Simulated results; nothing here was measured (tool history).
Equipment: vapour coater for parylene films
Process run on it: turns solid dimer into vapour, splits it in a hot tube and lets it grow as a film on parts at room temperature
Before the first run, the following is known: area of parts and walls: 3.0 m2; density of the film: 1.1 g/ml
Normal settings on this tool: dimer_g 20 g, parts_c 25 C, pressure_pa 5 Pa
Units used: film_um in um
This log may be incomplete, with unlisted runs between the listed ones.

{"run": 1, "hour": 0.0, "dimer_g": 20, "parts_c": 25, "pressure_pa": 5, "film_um": 2.87}
{"run": 2, "hour": 13.2, "dimer_g": 20, "parts_c": 25, "pressure_pa": 5, "film_um": 2.87}
{"run": 3, "hour": 23.1, "dimer_g": 20, "parts_c": 25, "pressure_pa": 5, "film_um": 2.86}
{"run": 4, "hour": 36.3, "dimer_g": 20, "parts_c": 25, "pressure_pa": 5, "film_um": 2.86}
{"run": 5, "hour": 46.1, "dimer_g": 20, "parts_c": 25, "pressure_pa": 5, "film_um": 2.87}
{"run": 6, "hour": 57.0, "dimer_g": 20, "parts_c": 25, "pressure_pa": 5, "film_um": 2.86}
{"run": 7, "hour": 74.6, "dimer_g": 20, "parts_c": 25, "pressure_pa": 5, "film_um": 2.85}
{"run": 8, "hour": 83.1, "dimer_g": 20, "parts_c": 29, "pressure_pa": 5, "film_um": 2.36}
{"run": 9, "hour": 99.2, "dimer_g": 20, "parts_c": 29, "pressure_pa": 5, "film_um": 2.36}
{"run": 10, "hour": 113.9, "dimer_g": 27, "parts_c": 22, "pressure_pa": 5, "film_um": 4.45}
{"run": 11, "hour": 123.7, "dimer_g": 27, "parts_c": 22, "pressure_pa": 5, "film_um": 4.45}
{"run": 12, "hour": 140.7, "dimer_g": 27, "parts_c": 22, "pressure_pa": 6.93, "film_um": 4.23}

Run 13 has not been measured yet. What should we expect?
{"run": 13, "hour": 149.5, "dimer_g": 23, "parts_c": 22, "pressure_pa": 9.29, "film_um": "?"}

film_um: 3.41 um
If the tool had no hidden condition, the same run with the same run-to-run variation would have returned film_um 3.48 um.

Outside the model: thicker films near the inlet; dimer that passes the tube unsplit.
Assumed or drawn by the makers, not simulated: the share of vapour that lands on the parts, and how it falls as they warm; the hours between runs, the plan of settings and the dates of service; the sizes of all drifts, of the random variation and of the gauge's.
